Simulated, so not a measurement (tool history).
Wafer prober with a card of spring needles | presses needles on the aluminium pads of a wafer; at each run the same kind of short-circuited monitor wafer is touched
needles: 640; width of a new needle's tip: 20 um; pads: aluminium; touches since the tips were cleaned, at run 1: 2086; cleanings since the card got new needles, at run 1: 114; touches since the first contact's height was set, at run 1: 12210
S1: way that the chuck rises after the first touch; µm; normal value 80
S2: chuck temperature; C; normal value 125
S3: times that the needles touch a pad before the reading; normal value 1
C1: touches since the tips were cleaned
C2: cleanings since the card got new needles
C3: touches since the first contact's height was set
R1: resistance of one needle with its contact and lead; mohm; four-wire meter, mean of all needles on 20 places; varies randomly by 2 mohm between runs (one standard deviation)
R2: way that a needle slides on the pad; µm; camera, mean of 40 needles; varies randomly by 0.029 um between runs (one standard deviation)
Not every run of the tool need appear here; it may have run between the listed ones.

run   hour  S1   S2  S3    C1   C2      C3   R1     R2
  1      0  80  125   1  2086  114   12210  259     10
       5.9  -- tips cleaned on abrasive film
      13.6  -- tips cleaned on abrasive film
  2     18  80  125   1  3214  116   25118  267   9.99
      20.9  -- tips cleaned on abrasive film
      29.4  -- tips cleaned on abrasive film
      38.2  -- tips cleaned on abrasive film
  3   38.3  80   66   1    74  119   39613  213   9.91
      46.5  -- tips cleaned on abrasive film
  4   49.3  80   66   1  2009  120   47497  243   9.94
      53.6  -- tips cleaned on abrasive film
      60.9  -- tips cleaned on abrasive film
      68.5  -- tips cleaned on abrasive film
  5   72.4  80   66   1  2832  123   64064  252   9.96
        76  -- tips cleaned on abrasive film
      83.6  -- tips cleaned on abrasive film
  6   87.8  80  125   2  2997  125   75019  250   9.87
      91.5  -- tips cleaned on abrasive film
      99.6  -- tips cleaned on abrasive film
  7  105.4  80  125   2  4269  127   87698  250   9.83
     107.2  -- tips cleaned on abrasive film
     114.8  -- tips cleaned on abrasive film
  8  119.4  95   29   2  3268  129   97634  222  11.74
     123.6  -- tips cleaned on abrasive film
       131  -- tips cleaned on abrasive film
  9  136.6  95   91   2  4070  131  109980  234  11.74
     138.4  -- tips cleaned on abrasive film
     146.8  -- tips cleaned on abrasive film
     154.7  -- tips cleaned on abrasive film
 10    160  95   91   2  3884  134  126764  235  11.66
     161.8  -- tips cleaned on abrasive film
     168.9  -- tips cleaned on abrasive film
     176.3  -- tips cleaned on abrasive film
     183.6  -- tips cleaned on abrasive film
 11  183.6  80   62   1    54  138  143576  219   9.73
     190.8  -- tips cleaned on abrasive film
 12    196  80   62   1  3740  139  152439  256   9.76
     198.3  -- tips cleaned on abrasive film
     206.8  -- tips cleaned on abrasive film
 13  208.6  65  125   2  1356  141  161478  252   7.83
     214.7  -- tips cleaned on abrasive film
       215  -- height of the first contact set anew
     222.2  -- tips cleaned on abrasive film
     229.7  -- tips cleaned on abrasive film
 14  231.4  68   54   2  1229  144   11754  237   8.48

Below are 5 alternative next runs, each starting from the tool's condition after run 14. Predict each:
       238  -- tips cleaned on abrasive film
     246.2  -- tips cleaned on abrasive film
  A  247.7  71  92   1  1077  146  23466   ?   ?
       238  -- tips cleaned on abrasive film
     246.2  -- tips cleaned on abrasive film
  B  247.7  98  54   2  1077  146  23466   ?   ?
       238  -- tips cleaned on abrasive film
     246.2  -- tips cleaned on abrasive film
  C  247.7  96  58   1  1077  146  23466   ?   ?
       238  -- tips cleaned on abrasive film
     246.2  -- tips cleaned on abrasive film
  D  247.7  68  26   2  1077  146  23466   ?   ?
       238  -- tips cleaned on abrasive film
     246.2  -- tips cleaned on abrasive film
  E  247.7  99  28   2  1077  146  23466   ?   ?

run   R1     R2
  A  243   8.85
  B  216  12.26
  C  223  12.02
  D  222   8.51
  E  215  12.42
Without the tool's hidden state the same runs would have given:
run   R1     R2
  A  216    8.9
  B  206  12.31
  C  206  12.06
  D  202   8.56
  E  204  12.46
